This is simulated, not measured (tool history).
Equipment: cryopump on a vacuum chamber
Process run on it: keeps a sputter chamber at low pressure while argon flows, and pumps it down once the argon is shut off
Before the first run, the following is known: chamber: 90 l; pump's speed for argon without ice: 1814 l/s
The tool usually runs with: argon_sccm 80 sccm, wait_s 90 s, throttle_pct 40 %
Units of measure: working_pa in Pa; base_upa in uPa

run   hour  argon_sccm  wait_s  throttle_pct  working_pa  base_upa
  1      0          80      90            40      0.2116      0.98
  2   44.8          80      90            40      0.2134      1.04
  3   78.6          80      90            40      0.2162      1.04
  4  152.8          80      90            40      0.2186      1.14
  5  200.1          80      90            40      0.2196       1.1
     235.2  -- pump warmed up, emptied and cooled again
  6  269.8          80      90            40      0.1893      0.93
  7    302          80      90            40       0.189      0.96
  8  362.1          63      75            16       0.366      1.02
  9  431.4          80      80            59      0.1309      1.05

What does the tool deliver on the next run?
 10  502.4         102      90            21           ?         ?

For run 10 the tool returned working_pa 0.4612 Pa, base_upa 1.05 uPa.
The same run, on a tool lacking any hidden state, would have yielded working_pa 0.453 Pa, base_upa 0.52 uPa.
